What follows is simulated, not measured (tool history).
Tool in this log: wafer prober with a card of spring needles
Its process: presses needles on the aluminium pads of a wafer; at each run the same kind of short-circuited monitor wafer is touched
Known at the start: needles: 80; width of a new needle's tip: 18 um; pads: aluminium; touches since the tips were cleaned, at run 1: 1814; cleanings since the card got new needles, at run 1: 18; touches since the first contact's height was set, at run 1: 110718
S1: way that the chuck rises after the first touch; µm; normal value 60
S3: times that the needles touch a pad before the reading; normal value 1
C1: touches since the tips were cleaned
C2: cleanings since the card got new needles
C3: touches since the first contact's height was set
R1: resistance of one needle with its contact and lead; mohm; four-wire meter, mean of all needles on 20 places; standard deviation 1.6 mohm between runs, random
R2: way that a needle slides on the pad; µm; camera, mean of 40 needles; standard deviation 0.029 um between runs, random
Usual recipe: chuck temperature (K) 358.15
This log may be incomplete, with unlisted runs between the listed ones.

run 1 hour=0 | S1=60 chuck_temperature_(K)=358.15 S3=1 | C1=1814 C2=18 C3=110718 | R1=164 R2=10.41
-- hour=6.7 height of the first contact set anew
-- hour=8.3 tips cleaned on abrasive film
-- hour=19.2 tips cleaned on abrasive film
run 2 hour=19.2 | S1=60 chuck_temperature_(K)=358.15 S3=1 | C1=0 C2=20 C3=6460 | R1=161 R2=10.45
-- hour=30.9 tips cleaned on abrasive film
run 3 hour=34.5 | S1=60 chuck_temperature_(K)=358.15 S3=1 | C1=1879 C2=21 C3=14453 | R1=163 R2=10.43
-- hour=41.8 tips cleaned on abrasive film
run 4 hour=44.6 | S1=60 chuck_temperature_(K)=358.15 S3=1 | C1=1483 C2=22 C3=19719 | R1=161 R2=10.44
-- hour=53.5 tips cleaned on abrasive film
run 5 hour=60.2 | S1=60 chuck_temperature_(K)=352.15 S3=1 | C1=3496 C2=23 C3=27865 | R1=161 R2=10.4
-- hour=64.9 tips cleaned on abrasive film
run 6 hour=74.1 | S1=60 chuck_temperature_(K)=352.15 S3=1 | C1=4823 C2=24 C3=35124 | R1=163 R2=10.41
-- hour=76.8 tips cleaned on abrasive film
-- hour=88.6 tips cleaned on abrasive film
run 7 hour=92.4 | S1=60 chuck_temperature_(K)=352.15 S3=1 | C1=1995 C2=26 C3=44631 | R1=160 R2=10.44
-- hour=100.3 tips cleaned on abrasive film
run 8 hour=101.1 | S1=60 chuck_temperature_(K)=352.15 S3=1 | C1=419 C2=27 C3=49127 | R1=162 R2=10.42
run 9 hour=109 | S1=46 chuck_temperature_(K)=358.15 S3=1 | C1=4557 C2=27 C3=53265 | R1=168 R2=7.99
-- hour=111.5 tips cleaned on abrasive film
-- hour=122.4 tips cleaned on abrasive film
run 10 hour=123.2 | S1=60 chuck_temperature_(K)=358.15 S3=1 | C1=408 C2=29 C3=60615 | R1=162 R2=10.41
-- hour=133.3 tips cleaned on abrasive film
run 11 hour=136.9 | S1=60 chuck_temperature_(K)=358.15 S3=1 | C1=1909 C2=30 C3=67778 | R1=160 R2=10.45
-- hour=144.4 tips cleaned on abrasive film
run 12 hour=148.6 | S1=60 chuck_temperature_(K)=358.15 S3=1 | C1=2239 C2=31 C3=73897 | R1=159 R2=10.4
-- hour=156.4 tips cleaned on abrasive film
run 13 hour=165.3 | S1=60 chuck_temperature_(K)=358.15 S3=1 | C1=4684 C2=32 C3=82581 | R1=161 R2=10.43
-- hour=167.5 tips cleaned on abrasive film
run 14 hour=177.1 | S1=60 chuck_temperature_(K)=360.15 S3=1 | C1=5051 C2=33 C3=88728 | R1=162 R2=10.4
-- hour=179.4 tips cleaned on abrasive film
run 15 hour=186.7 | S1=60 chuck_temperature_(K)=360.15 S3=1 | C1=3844 C2=34 C3=93747 | R1=162 R2=10.4
-- hour=191.2 tips cleaned on abrasive film
run 16 hour=197.9 | S1=60 chuck_temperature_(K)=360.15 S3=1 | C1=3524 C2=35 C3=99544 | R1=161 R2=10.43
-- hour=202.9 tips cleaned on abrasive film
run 17 hour=210 | S1=60 chuck_temperature_(K)=360.15 S3=1 | C1=3727 C2=36 C3=105868 | R1=160 R2=10.47
-- hour=214 tips cleaned on abrasive film
-- hour=225.6 tips cleaned on abrasive film
-- hour=225.9 height of the first contact set anew
run 18 hour=228.1 | S1=60 chuck_temperature_(K)=343.15 S3=1 | C1=1148 C2=38 C3=1148 | R1=158 R2=10.43
-- hour=237.5 tips cleaned on abrasive film
run 19 hour=243.4 | S1=75 chuck_temperature_(K)=315.15 S3=2 | C1=3098 C2=39 C3=9158 | R1=149 R2=13.06
-- hour=248.6 tips cleaned on abrasive film
run 20 hour=255.1 | S1=75 chuck_temperature_(K)=315.15 S3=2 | C1=3411 C2=40 C3=15250 | R1=154 R2=13.02
-- hour=260 tips cleaned on abrasive film
run 21 hour=268.9 | S1=75 chuck_temperature_(K)=315.15 S3=2 | C1=4704 C2=41 C3=22456 | R1=152 R2=13.08
-- hour=271.2 tips cleaned on abrasive film
-- hour=283.1 tips cleaned on abrasive film
run 22 hour=283.1 | S1=41 chuck_temperature_(K)=358.15 S3=2 | C1=0 C2=43 C3=29813 | R1=167 R2=7.15
run 23 hour=293 | S1=74 chuck_temperature_(K)=302.15 S3=3 | C1=5159 C2=43 C3=34972 | R1=152 R2=12.9
-- hour=294.8 tips cleaned on abrasive film
-- hour=305.9 tips cleaned on abrasive film
run 24 hour=310.9 | S1=49 chuck_temperature_(K)=359.15 S3=1 | C1=2626 C2=45 C3=44299 | R1=165 R2=8.51
-- hour=317.3 tips cleaned on abrasive film
run 25 hour=326.7 | S1=51 chuck_temperature_(K)=362.15 S3=2 | C1=4918 C2=46 C3=52544 | R1=165 R2=8.85
-- hour=328.6 tips cleaned on abrasive film
-- hour=339.6 tips cleaned on abrasive film
run 26 hour=342.3 | S1=79 chuck_temperature_(K)=346.15 S3=1 | C1=1427 C2=48 C3=60641 | R1=158 R2=13.7
-- hour=351 tips cleaned on abrasive film
run 27 hour=354.2 | S1=79 chuck_temperature_(K)=346.15 S3=1 | C1=1640 C2=49 C3=66811 | R1=155 R2=13.76
-- hour=362 tips cleaned on abrasive film
run 28 hour=367.1 | S1=46 chuck_temperature_(K)=333.15 S3=2 | C1=2651 C2=50 C3=73542 | R1=162 R2=8.03
-- hour=373.3 tips cleaned on abrasive film
run 29 hour=374.9 | S1=60 chuck_temperature_(K)=358.15 S3=2 | C1=857 C2=51 C3=77606 | R1=164 R2=10.41
-- hour=384.3 tips cleaned on abrasive film
run 30 hour=389 | S1=60 chuck_temperature_(K)=358.15 S3=2 | C1=2462 C2=52 C3=84933 | R1=163 R2=10.4
-- hour=396 tips cleaned on abrasive film
run 31 hour=403.2 | S1=60 chuck_temperature_(K)=358.15 S3=2 | C1=3759 C2=53 C3=92334 | R1=162 R2=10.38

Each row is a separate what-if for the run after 31, all from the same tool condition, not one after another. Results?
-- hour=408.1 tips cleaned on abrasive film
run A hour=411.3 | S1=69 chuck_temperature_(K)=358.15 S3=2 | C1=1707 C2=54 C3=96575 | R1=? R2=?
-- hour=408.1 tips cleaned on abrasive film
run B hour=411.3 | S1=60 chuck_temperature_(K)=304.15 S3=2 | C1=1707 C2=54 C3=96575 | R1=? R2=?
-- hour=408.1 tips cleaned on abrasive film
run C hour=411.3 | S1=60 chuck_temperature_(K)=321.15 S3=1 | C1=1707 C2=54 C3=96575 | R1=? R2=?
-- hour=408.1 tips cleaned on abrasive film
run D hour=411.3 | S1=45 chuck_temperature_(K)=384.15 S3=2 | C1=1707 C2=54 C3=96575 | R1=? R2=?

run=A R1=159 R2=11.97
run=B R1=149 R2=10.42
run=C R1=154 R2=10.39
run=D R1=172 R2=7.78
Without the tool's hidden state the same runs would have given:
run=A R1=159 R2=11.97
run=B R1=149 R2=10.42
run=C R1=154 R2=10.4
run=D R1=172 R2=7.78

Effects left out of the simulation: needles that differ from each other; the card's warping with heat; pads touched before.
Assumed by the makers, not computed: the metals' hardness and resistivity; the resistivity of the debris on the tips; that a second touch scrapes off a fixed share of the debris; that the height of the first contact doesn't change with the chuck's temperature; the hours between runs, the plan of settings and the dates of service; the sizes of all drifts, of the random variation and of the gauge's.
